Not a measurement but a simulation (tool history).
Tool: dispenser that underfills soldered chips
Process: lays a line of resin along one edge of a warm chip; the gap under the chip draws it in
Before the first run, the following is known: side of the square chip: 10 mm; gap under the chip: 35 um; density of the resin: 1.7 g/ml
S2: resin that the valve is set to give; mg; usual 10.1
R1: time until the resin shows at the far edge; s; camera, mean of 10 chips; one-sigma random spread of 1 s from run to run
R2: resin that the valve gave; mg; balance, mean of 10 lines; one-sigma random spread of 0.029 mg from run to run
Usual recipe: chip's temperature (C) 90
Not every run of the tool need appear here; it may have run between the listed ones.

{"run": 1, "hour": 0.0, "chip's temperature (C)": 90, "S2": 10.1, "R1": 115.3, "R2": 10.02}
{"run": 2, "hour": 8.5, "chip's temperature (C)": 90, "S2": 10.1, "R1": 208.7, "R2": 10.03}
{"run": 3, "hour": 21.3, "chip's temperature (C)": 90, "S2": 10.1, "R1": 121.1, "R2": 9.99}
{"run": 4, "hour": 36.9, "chip's temperature (C)": 90, "S2": 8.9, "R1": 145.1, "R2": 8.75}
{"run": 5, "hour": 55.0, "chip's temperature (C)": 90, "S2": 8.9, "R1": 103.3, "R2": 8.9}
{"run": 6, "hour": 63.4, "chip's temperature (C)": 90, "S2": 12.7, "R1": 176.8, "R2": 12.71}
{"run": 7, "hour": 76.1, "chip's temperature (C)": 90, "S2": 10.1, "R1": 101.3, "R2": 10.04}
{"run": 8, "hour": 90.0, "chip's temperature (C)": 90, "S2": 10.1, "R1": 124.5, "R2": 9.98}
{"run": 9, "hour": 102.5, "chip's temperature (C)": 90, "S2": 10.1, "R1": 144.6, "R2": 9.89}
{"run": 10, "hour": 114.8, "chip's temperature (C)": 90, "S2": 10.1, "R1": 158, "R2": 10.05}
{"run": 11, "hour": 122.9, "chip's temperature (C)": 90, "S2": 10.1, "R1": 138.1, "R2": 9.99}
{"run": 12, "hour": 135.0, "chip's temperature (C)": 101, "S2": 10.1, "R1": 90.1, "R2": 10.04}
{"run": 13, "hour": 147.3, "chip's temperature (C)": 101, "S2": 10.1, "R1": 100.5, "R2": 9.96}
{"run": 14, "hour": 163.0, "chip's temperature (C)": 101, "S2": 10.1, "R1": 71.6, "R2": 9.92}
{"run": 15, "hour": 176.9, "chip's temperature (C)": 101, "S2": 10.1, "R1": 85.2, "R2": 10.15}
{"run": 16, "hour": 191.1, "chip's temperature (C)": 90, "S2": 11, "R1": 177.7, "R2": 11}
{"run": 17, "hour": 203.6, "chip's temperature (C)": 90, "S2": 10.1, "R1": 101.8, "R2": 10.02}
{"run": 18, "hour": 221.0, "chip's temperature (C)": 87, "S2": 13, "R1": 187, "R2": 12.78}
{"run": 19, "hour": 237.3, "chip's temperature (C)": 83, "S2": 10.5, "R1": 159.3, "R2": 10.27}
{"run": 20, "hour": 252.3, "chip's temperature (C)": 91, "S2": 11.3, "R1": 137.8, "R2": 11.24}
{"run": 21, "hour": 269.1, "chip's temperature (C)": 95, "S2": 9.2, "R1": 84.9, "R2": 9.14}
{"run": 22, "hour": 285.4, "chip's temperature (C)": 94, "S2": 12, "R1": 133.3, "R2": 11.77}
{"run": 23, "hour": 298.0, "chip's temperature (C)": 82, "S2": 10.5, "R1": 276.2, "R2": 10.23}
{"run": 24, "hour": 314.0, "chip's temperature (C)": 90, "S2": 11.1, "R1": 127.5, "R2": 11.05}
{"run": 25, "hour": 324.9, "chip's temperature (C)": 90, "S2": 11.1, "R1": 134.4, "R2": 11.04}
{"run": 26, "hour": 337.9, "chip's temperature (C)": 91, "S2": 10, "R1": 142.1, "R2": 9.87}
{"run": 27, "hour": 345.7, "chip's temperature (C)": 81, "S2": 10.9, "R1": 185.4, "R2": 10.72}
{"run": 28, "hour": 358.2, "chip's temperature (C)": 81, "S2": 10.9, "R1": 212.5, "R2": 10.71}
{"run": 29, "hour": 370.2, "chip's temperature (C)": 101, "S2": 11.4, "R1": 85.4, "R2": 11.43}
{"run": 30, "hour": 387.3, "chip's temperature (C)": 101, "S2": 10.4, "R1": 66.8, "R2": 10.28}
{"run": 31, "hour": 398.7, "chip's temperature (C)": 77, "S2": 9.6, "R1": 208.4, "R2": 9.46}
{"run": 32, "hour": 411.3, "chip's temperature (C)": 77, "S2": 9.6, "R1": 242.5, "R2": 9.45}
{"run": 33, "hour": 422.5, "chip's temperature (C)": 83, "S2": 9.5, "R1": 195.8, "R2": 9.26}
{"run": 34, "hour": 433.0, "chip's temperature (C)": 83, "S2": 9.5, "R1": 192.1, "R2": 9.49}

Put back what was entered between runs (48 entries, withheld): which listed runs does each sit between, and how does the hidden state differ from the listed run before to the listed run after?
Between runs 2 and 3: new syringe of resin (hour 10.3); new syringe of resin (hour 20.5)
  resin's viscosity, % of fresh resin's: 181.1 -> 107; dose that the valve gives, % of what is set: 99.21 -> 98.74; true chip temperature over the reading, C: -3.48 -> -3.55
  measured value less the no-hidden-state value, R1: +110.6 -> +25 s; R2: -0.08 -> -0.13 mg
Between runs 3 and 4: stage's temperature calibrated (hour 28.5); new syringe of resin (hour 31.7)
  resin's viscosity, % of fresh resin's: 107 -> 143.8; dose that the valve gives, % of what is set: 98.74 -> 98.13; true chip temperature over the reading, C: -3.55 -> -0.01
  measured value less the no-hidden-state value, R1: +25 -> +44.4 s; R2: -0.13 -> -0.16 mg
Between runs 4 and 5: new syringe of resin (hour 43.1); dispensing valve cleaned and set on the balance (hour 51.3); new syringe of resin (hour 54.6)
  resin's viscosity, % of fresh resin's: 143.8 -> 103.1; dose that the valve gives, % of what is set: 98.13 -> 99.99; true chip temperature over the reading, C: -0.01 -> -0.11
  measured value less the no-hidden-state value, R1: +44.4 -> +3.6 s; R2: -0.16 -> +0 mg
Between runs 6 and 7: new syringe of resin (hour 65.3); new syringe of resin (hour 75.9)
  resin's viscosity, % of fresh resin's: 183.4 -> 103; dose that the valve gives, % of what is set: 99.65 -> 99.18; true chip temperature over the reading, C: -0.16 -> -0.23
  measured value less the no-hidden-state value, R1: +81.3 -> +4.1 s; R2: -0.05 -> -0.08 mg
Between runs 7 and 8: new syringe of resin (hour 86.1)
  resin's viscosity, % of fresh resin's: 103 -> 130.1; dose that the valve gives, % of what is set: 99.18 -> 98.64; true chip temperature over the reading, C: -0.23 -> -0.31
  measured value less the no-hidden-state value, R1: +4.1 -> +30.3 s; R2: -0.08 -> -0.14 mg
Between runs 8 and 9: new syringe of resin (hour 97)
  resin's viscosity, % of fresh resin's: 130.1 -> 145.2; dose that the valve gives, % of what is set: 98.64 -> 98.11; true chip temperature over the reading, C: -0.31 -> -0.39
  measured value less the no-hidden-state value, R1: +30.3 -> +46.9 s; R2: -0.14 -> -0.19 mg
Between runs 9 and 10: new syringe of resin (hour 107); dispensing valve cleaned and set on the balance (hour 114.3)
  resin's viscosity, % of fresh resin's: 145.2 -> 161; dose that the valve gives, % of what is set: 98.11 -> 99.95; true chip temperature over the reading, C: -0.39 -> -0.45
  measured value less the no-hidden-state value, R1: +46.9 -> +62 s; R2: -0.19 -> +0 mg
Between runs 10 and 11: new syringe of resin (hour 118.5)
  resin's viscosity, % of fresh resin's: 161 -> 137.3; dose that the valve gives, % of what is set: 99.95 -> 99.63; true chip temperature over the reading, C: -0.45 -> -0.5
  measured value less the no-hidden-state value, R1: +62 -> +39.8 s; R2: +0 -> -0.04 mg
Between runs 11 and 12: new syringe of resin (hour 129.2)
  resin's viscosity, % of fresh resin's: 137.3 -> 147.1; dose that the valve gives, % of what is set: 99.63 -> 99.15; true chip temperature over the reading, C: -0.5 -> -0.58
  measured value less the no-hidden-state value, R1: +39.8 -> +30.3 s; R2: -0.04 -> -0.08 mg
Between runs 12 and 13: new syringe of resin (hour 140.3)
  resin's viscosity, % of fresh resin's: 147.1 -> 163.6; dose that the valve gives, % of what is set: 99.15 -> 98.68; true chip temperature over the reading, C: -0.58 -> -0.65
  measured value less the no-hidden-state value, R1: +30.3 -> +40.8 s; R2: -0.08 -> -0.13 mg
Between runs 13 and 14: new syringe of resin (hour 150.7); new syringe of resin (hour 161.1)
  resin's viscosity, % of fresh resin's: 163.6 -> 114; dose that the valve gives, % of what is set: 98.68 -> 98.05; true chip temperature over the reading, C: -0.65 -> -0.74
  measured value less the no-hidden-state value, R1: +40.8 -> +10.9 s; R2: -0.13 -> -0.19 mg
Between runs 14 and 15: new syringe of resin (hour 171.3); dispensing valve cleaned and set on the balance (hour 176.9)
  resin's viscosity, % of fresh resin's: 114 -> 138.8; dose that the valve gives, % of what is set: 98.05 -> 100.11; true chip temperature over the reading, C: -0.74 -> -0.82
  measured value less the no-hidden-state value, R1: +10.9 -> +25.8 s; R2: -0.19 -> +0.02 mg
Between runs 15 and 16: new syringe of resin (hour 182.3)
  resin's viscosity, % of fresh resin's: 138.8 -> 179.4; dose that the valve gives, % of what is set: 100.11 -> 99.54; true chip temperature over the reading, C: -0.82 -> -0.9
  measured value less the no-hidden-state value, R1: +25.8 -> +82.7 s; R2: +0.02 -> -0.05 mg
Between runs 16 and 17: new syringe of resin (hour 192.5); new syringe of resin (hour 203.6)
  resin's viscosity, % of fresh resin's: 179.4 -> 101.1; dose that the valve gives, % of what is set: 99.54 -> 99.03; true chip temperature over the reading, C: -0.9 -> -0.97
  measured value less the no-hidden-state value, R1: +82.7 -> +5.6 s; R2: -0.05 -> -0.1 mg
Between runs 17 and 18: new syringe of resin (hour 214.3)
  resin's viscosity, % of fresh resin's: 101.1 -> 161.4; dose that the valve gives, % of what is set: 99.03 -> 98.32; true chip temperature over the reading, C: -0.97 -> -1.08
  measured value less the no-hidden-state value, R1: +5.6 -> +77.1 s; R2: -0.1 -> -0.22 mg
Between runs 18 and 19: new syringe of resin (hour 224.8); new syringe of resin (hour 235.6)
  resin's viscosity, % of fresh resin's: 161.4 -> 113.6; dose that the valve gives, % of what is set: 98.32 -> 97.66; true chip temperature over the reading, C: -1.08 -> -1.18
  measured value less the no-hidden-state value, R1: +77.1 -> +27 s; R2: -0.22 -> -0.24 mg
Between runs 19 and 20: dispensing valve cleaned and set on the balance (hour 240.4); new syringe of resin (hour 247.3)
  resin's viscosity, % of fresh resin's: 113.6 -> 141.5; dose that the valve gives, % of what is set: 97.66 -> 99.47; true chip temperature over the reading, C: -1.18 -> -1.27
  measured value less the no-hidden-state value, R1: +27 -> +45.8 s; R2: -0.24 -> -0.05 mg
Between runs 20 and 21: new syringe of resin (hour 258); new syringe of resin (hour 268.8)
  resin's viscosity, % of fresh resin's: 141.5 -> 102.6; dose that the valve gives, % of what is set: 99.47 -> 98.87; true chip temperature over the reading, C: -1.27 -> -1.37
  measured value less the no-hidden-state value, R1: +45.8 -> +7.1 s; R2: -0.05 -> -0.11 mg
Between runs 21 and 22: new syringe of resin (hour 279)
  resin's viscosity, % of fresh resin's: 102.6 -> 155.9; dose that the valve gives, % of what is set: 98.87 -> 98.22; true chip temperature over the reading, C: -1.37 -> -1.46
  measured value less the no-hidden-state value, R1: +7.1 -> +53.3 s; R2: -0.11 -> -0.22 mg
Between runs 22 and 23: new syringe of resin (hour 289.2)
  resin's viscosity, % of fresh resin's: 155.9 -> 180.1; dose that the valve gives, % of what is set: 98.22 -> 97.67; true chip temperature over the reading, C: -1.46 -> -1.54
  measured value less the no-hidden-state value, R1: +53.3 -> +134 s; R2: -0.22 -> -0.24 mg
Between runs 23 and 24: new syringe of resin (hour 299.8); dispensing valve cleaned and set on the balance (hour 303.7); new syringe of resin (hour 311)
  resin's viscosity, % of fresh resin's: 180.1 -> 121.5; dose that the valve gives, % of what is set: 97.67 -> 99.61; true chip temperature over the reading, C: -1.54 -> -1.63
  measured value less the no-hidden-state value, R1: +134 -> +30.1 s; R2: -0.24 -> -0.04 mg
Between runs 24 and 25: new syringe of resin (hour 321.5)
  resin's viscosity, % of fresh resin's: 121.5 -> 126.7; dose that the valve gives, % of what is set: 99.61 -> 99.15; true chip temperature over the reading, C: -1.63 -> -1.7
  measured value less the no-hidden-state value, R1: +30.1 -> +36.3 s; R2: -0.04 -> -0.1 mg
Between runs 25 and 26: new syringe of resin (hour 332.5)
  resin's viscosity, % of fresh resin's: 126.7 -> 142.4; dose that the valve gives, % of what is set: 99.15 -> 98.66; true chip temperature over the reading, C: -1.7 -> -1.78
  measured value less the no-hidden-state value, R1: +36.3 -> +50.3 s; R2: -0.1 -> -0.13 mg
Between runs 26 and 27: new syringe of resin (hour 343.2)
  resin's viscosity, % of fresh resin's: 142.4 -> 117.2; dose that the valve gives, % of what is set: 98.66 -> 98.36; true chip temperature over the reading, C: -1.78 -> -1.82
  measured value less the no-hidden-state value, R1: +50.3 -> +40.8 s; R2: -0.13 -> -0.18 mg
Between runs 27 and 28: new syringe of resin (hour 353.7)
  resin's viscosity, % of fresh resin's: 117.2 -> 133.6; dose that the valve gives, % of what is set: 98.36 -> 97.9; true chip temperature over the reading, C: -1.82 -> -1.9
  measured value less the no-hidden-state value, R1: +40.8 -> +67.5 s; R2: -0.18 -> -0.23 mg
Between runs 28 and 29: new syringe of resin (hour 365); dispensing valve cleaned and set on the balance (hour 367.3)
  resin's viscosity, % of fresh resin's: 133.6 -> 133.4; dose that the valve gives, % of what is set: 97.9 -> 99.83; true chip temperature over the reading, C: -1.9 -> -1.97
  measured value less the no-hidden-state value, R1: +67.5 -> +26.6 s; R2: -0.23 -> -0.02 mg
Between runs 29 and 30: new syringe of resin (hour 377.1); new syringe of resin (hour 387.3)
  resin's viscosity, % of fresh resin's: 133.4 -> 102.4; dose that the valve gives, % of what is set: 99.83 -> 99.13; true chip temperature over the reading, C: -1.97 -> -2.07
  measured value less the no-hidden-state value, R1: +26.6 -> +7.1 s; R2: -0.02 -> -0.09 mg
Between runs 30 and 31: new syringe of resin (hour 397.9)
  resin's viscosity, % of fresh resin's: 102.4 -> 106.1; dose that the valve gives, % of what is set: 99.13 -> 98.66; true chip temperature over the reading, C: -2.07 -> -2.13
  measured value less the no-hidden-state value, R1: +7.1 -> +31.9 s; R2: -0.09 -> -0.13 mg
Between runs 31 and 32: new syringe of resin (hour 408.4)
  resin's viscosity, % of fresh resin's: 106.1 -> 123.8; dose that the valve gives, % of what is set: 98.66 -> 98.15; true chip temperature over the reading, C: -2.13 -> -2.21
  measured value less the no-hidden-state value, R1: +31.9 -> +67.2 s; R2: -0.13 -> -0.18 mg
Between runs 32 and 33: new syringe of resin (hour 418.5)
  resin's viscosity, % of fresh resin's: 123.8 -> 129.7; dose that the valve gives, % of what is set: 98.15 -> 97.68; true chip temperature over the reading, C: -2.21 -> -2.28
  measured value less the no-hidden-state value, R1: +67.2 -> +60.9 s; R2: -0.18 -> -0.22 mg
Between runs 33 and 34: new syringe of resin (hour 428.5); dispensing valve cleaned and set on the balance (hour 430.7)
  resin's viscosity, % of fresh resin's: 129.7 -> 127.7; dose that the valve gives, % of what is set: 97.68 -> 100.16; true chip temperature over the reading, C: -2.28 -> -2.34
  measured value less the no-hidden-state value, R1: +60.9 -> +57.6 s; R2: -0.22 -> +0.01 mg
